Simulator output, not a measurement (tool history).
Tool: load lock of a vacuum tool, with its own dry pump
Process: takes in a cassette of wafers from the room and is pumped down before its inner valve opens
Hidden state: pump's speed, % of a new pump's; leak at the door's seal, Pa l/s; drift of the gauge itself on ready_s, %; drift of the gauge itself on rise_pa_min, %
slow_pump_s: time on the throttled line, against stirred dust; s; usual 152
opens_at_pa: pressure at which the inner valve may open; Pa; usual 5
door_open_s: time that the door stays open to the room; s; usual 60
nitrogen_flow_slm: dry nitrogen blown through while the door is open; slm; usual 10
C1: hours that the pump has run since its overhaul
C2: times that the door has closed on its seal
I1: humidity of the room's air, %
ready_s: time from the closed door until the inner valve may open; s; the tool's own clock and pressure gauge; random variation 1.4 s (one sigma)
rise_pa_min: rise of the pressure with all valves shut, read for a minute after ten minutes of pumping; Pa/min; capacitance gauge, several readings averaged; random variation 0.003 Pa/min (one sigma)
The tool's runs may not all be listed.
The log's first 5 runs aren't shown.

Run 6, hour 1154.7: usual settings but door_open_s 135 s; C1 9434; C2 2729; I1 45.5. Result: ready_s 283.0 s, rise_pa_min 0.050 Pa/min.
Run 7, hour 1376.3: usual settings but door_open_s 135 s, nitrogen_flow_slm 14 slm; C1 9655; C2 3599; I1 44.9. Result: ready_s 283.1 s, rise_pa_min 0.049 Pa/min.
Run 8, hour 1735.9: usual settings but door_open_s 135 s, nitrogen_flow_slm 14 slm; C1 10015; C2 5012; I1 44.5. Result: ready_s 286.2 s, rise_pa_min 0.057 Pa/min.
Run 9, hour 2055.8: usual settings but door_open_s 183 s; C1 10335; C2 6268; I1 44.2. Result: ready_s 283.2 s, rise_pa_min 0.080 Pa/min.
Run 10, hour 2408.5: usual settings but door_open_s 183 s; C1 10687; C2 7654; I1 43.9. Result: ready_s 282.9 s, rise_pa_min 0.082 Pa/min.
Run 11, hour 2721.8: usual settings but slow_pump_s 117 s; C1 11001; C2 8884; I1 44.9. Result: ready_s 255.0 s, rise_pa_min 0.077 Pa/min.
Run 12, hour 2980.7: usual settings but slow_pump_s 117 s; C1 11260; C2 9901; I1 45.5. Result: ready_s 253.9 s, rise_pa_min 0.098 Pa/min.
Run 13, hour 3154.8: usual settings but slow_pump_s 117 s; C1 11434; C2 10585; I1 48.7. Result: ready_s 253.7 s, rise_pa_min 0.100 Pa/min.
Run 14, hour 3472.9: usual settings but slow_pump_s 92 s; C1 11752; C2 11835; I1 46.4. Result: ready_s 233.8 s, rise_pa_min 0.109 Pa/min.
Run 15, hour 3883.3: usual settings but slow_pump_s 92 s; C1 12162; C2 13447; I1 43.4. Result: ready_s 235.7 s, rise_pa_min 0.130 Pa/min.
Run 16, hour 4077.8: usual settings but slow_pump_s 92 s; C1 12357; C2 14211; I1 43.9. Result: ready_s 234.3 s, rise_pa_min 0.136 Pa/min.
Run 17, hour 4351.2: usual settings but slow_pump_s 92 s; C1 12630; C2 15285; I1 43.7. Result: ready_s 235.5 s, rise_pa_min 0.153 Pa/min.
Run 18, hour 4618.4: usual settings but slow_pump_s 92 s; C1 12897; C2 16334; I1 46.5. Result: ready_s 234.6 s, rise_pa_min 0.168 Pa/min.

Run 19 comes next. What will it give?
Run 19, hour 4873.2: usual settings but slow_pump_s 109 s, opens_at_pa 4 Pa, door_open_s 41 s; C1 13152; C2 17335; I1 48.8. Result: ready_s ?, rise_pa_min ?.

Run 19 gave ready_s 253.7 s, rise_pa_min 0.178 Pa/min.
Without the tool's hidden state the same run would have given ready_s 234.6 s, rise_pa_min 0.023 Pa/min.
